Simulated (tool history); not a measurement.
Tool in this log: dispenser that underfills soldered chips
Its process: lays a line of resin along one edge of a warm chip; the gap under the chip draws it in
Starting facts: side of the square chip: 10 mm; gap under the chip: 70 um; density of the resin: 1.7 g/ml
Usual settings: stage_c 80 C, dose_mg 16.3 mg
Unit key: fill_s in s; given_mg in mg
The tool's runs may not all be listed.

run,hour,stage_c,dose_mg,fill_s,given_mg
1,0.0,80,16.3,128.2,15.69
# hour 3.4: new syringe of resin
2,5.2,80,16.3,92.4,15.59
3,9.4,80,16.3,110.7,15.58
# hour 12.9: dispensing valve cleaned and set on the balance
4,15.0,80,15.8,134.6,15.84
# hour 16.8: new syringe of resin
5,17.4,92,16.3,59.5,16.22
6,21.1,92,16.3,68.8,16.19
7,25.5,92,16.3,83.0,16.24
# hour 29.2: new syringe of resin
8,30.6,80,14.2,93.8,14.06
9,35.6,80,14.2,119.6,14.17
10,38.1,92,15.2,83.7,15.02
11,40.6,70,16.3,200.1,16.12
# hour 41.8: new syringe of resin
12,45.9,89,17.5,74.4,17.27
13,49.0,79,17.6,121.1,17.31
14,51.4,79,17.9,131.7,17.68

Run 15, settings as shown, results not yet in. Your forecast:
# hour 54.1: new syringe of resin
15,54.5,79,17.9,?,?

fill_s: 90.4 s
given_mg: 17.77 mg
Had the tool carried no hidden state, the very same run would have given fill_s 86.1 s, given_mg 18.02 mg.
